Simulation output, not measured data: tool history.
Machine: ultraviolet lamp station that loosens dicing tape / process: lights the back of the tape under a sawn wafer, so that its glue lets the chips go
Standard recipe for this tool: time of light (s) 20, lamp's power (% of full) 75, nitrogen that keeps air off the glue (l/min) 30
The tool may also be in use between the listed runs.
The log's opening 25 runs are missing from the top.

run	hour	time of light (s)	lamp's power (% of full)	nitrogen that keeps air off the glue (l/min)	force that peels the tape off (N)	light that reached the tape (J/m2)
26	522.0	13	64	51	1.918	2060
27	534.8	13	64	51	1.985	2010
28	554.4	29	76	14	0.673	5310
29	578.6	29	88	12	0.543	6010
30	605.1	29	88	12	0.582	5990
31	627.2	20	81	24	1.011	3780
32	653.8	16	81	23	1.394	2970
33	671.7	10	67	11	3.119	1540
34	693.1	14	70	10	2.405	2160
35	710.5	14	70	10	2.340	2200
36	731.7	14	70	10	2.471	2150
37	744.2	14	70	10	2.460	2130
38	772.7	14	70	10	2.493	2110
39	792.0	27	85	11	0.884	4880
40	815.3	11	89	44	1.924	2050
41	832.2	15	73	33	1.845	2250
42	846.4	27	73	33	0.786	4030
43	866.1	18	74	30	1.571	2730
# hour 869.9: window cleaned of glue's vapour
44	886.2	37	82	48	0.233	7290

Forecast each of these 3 alternatives for the next run:
A	900.6	22	63	11	?	?
B	900.6	17	87	12	?	?
C	900.6	12	82	48	?	?

run	force that peels the tape off (N)	light that reached the tape (J/m2)
A	1.503	3280
B	1.358	3550
C	1.624	2390
What these runs would have given with no unlogged condition in the tool:
run	force that peels the tape off (N)	light that reached the tape (J/m2)
A	1.191	3900
B	1.058	4220
C	1.304	2830

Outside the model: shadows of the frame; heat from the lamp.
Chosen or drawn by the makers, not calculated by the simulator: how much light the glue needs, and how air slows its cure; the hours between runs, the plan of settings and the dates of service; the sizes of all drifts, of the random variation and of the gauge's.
